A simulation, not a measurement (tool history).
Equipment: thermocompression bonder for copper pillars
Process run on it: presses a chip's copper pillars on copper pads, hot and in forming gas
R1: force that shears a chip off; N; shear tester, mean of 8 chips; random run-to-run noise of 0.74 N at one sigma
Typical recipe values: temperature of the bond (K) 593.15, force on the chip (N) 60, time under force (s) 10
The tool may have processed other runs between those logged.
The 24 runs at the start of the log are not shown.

run 25 day=27.45 | temperature_of_the_bond_(K)=572.15 force_on_the_chip_(N)=39 time_under_force_(s)=9 | R1=56
run 26 day=28.121 | temperature_of_the_bond_(K)=576.15 force_on_the_chip_(N)=44 time_under_force_(s)=9 | R1=60.8
run 27 day=28.854 | temperature_of_the_bond_(K)=576.15 force_on_the_chip_(N)=44 time_under_force_(s)=9 | R1=60.8
run 28 day=29.912 | temperature_of_the_bond_(K)=576.15 force_on_the_chip_(N)=44 time_under_force_(s)=9 | R1=59.7
run 29 day=31.183 | temperature_of_the_bond_(K)=609.15 force_on_the_chip_(N)=55 time_under_force_(s)=29 | R1=98.8
-- day=31.883 forming gas filter changed
run 30 day=32.538 | temperature_of_the_bond_(K)=607.15 force_on_the_chip_(N)=43 time_under_force_(s)=8 | R1=79.1
run 31 day=33.596 | temperature_of_the_bond_(K)=586.15 force_on_the_chip_(N)=43 time_under_force_(s)=8 | R1=68.2
run 32 day=35.038 | temperature_of_the_bond_(K)=586.15 force_on_the_chip_(N)=43 time_under_force_(s)=8 | R1=65.1
run 33 day=35.829 | temperature_of_the_bond_(K)=586.15 force_on_the_chip_(N)=43 time_under_force_(s)=8 | R1=64.9
run 34 day=36.567 | temperature_of_the_bond_(K)=598.15 force_on_the_chip_(N)=74 time_under_force_(s)=16 | R1=99.7

Predict each of these 5 candidate next runs independently; none follows another, all start after run 34:
run A day=38.05 | temperature_of_the_bond_(K)=593.15 force_on_the_chip_(N)=60 time_under_force_(s)=7 | R1=?
run B day=38.05 | temperature_of_the_bond_(K)=607.15 force_on_the_chip_(N)=48 time_under_force_(s)=16 | R1=?
run C day=38.05 | temperature_of_the_bond_(K)=611.15 force_on_the_chip_(N)=60 time_under_force_(s)=5 | R1=?
run D day=38.05 | temperature_of_the_bond_(K)=593.15 force_on_the_chip_(N)=75 time_under_force_(s)=10 | R1=?
run E day=38.05 | temperature_of_the_bond_(K)=612.15 force_on_the_chip_(N)=49 time_under_force_(s)=9 | R1=?

run=A R1=75.5
run=B R1=90.1
run=C R1=76.8
run=D R1=88.1
run=E R1=83.2
With the hidden condition removed and each run's random variation left untouched, the same runs would have given:
run=A R1=78.8
run=B R1=94.9
run=C R1=80.3
run=D R1=92.5
run=E R1=87.2
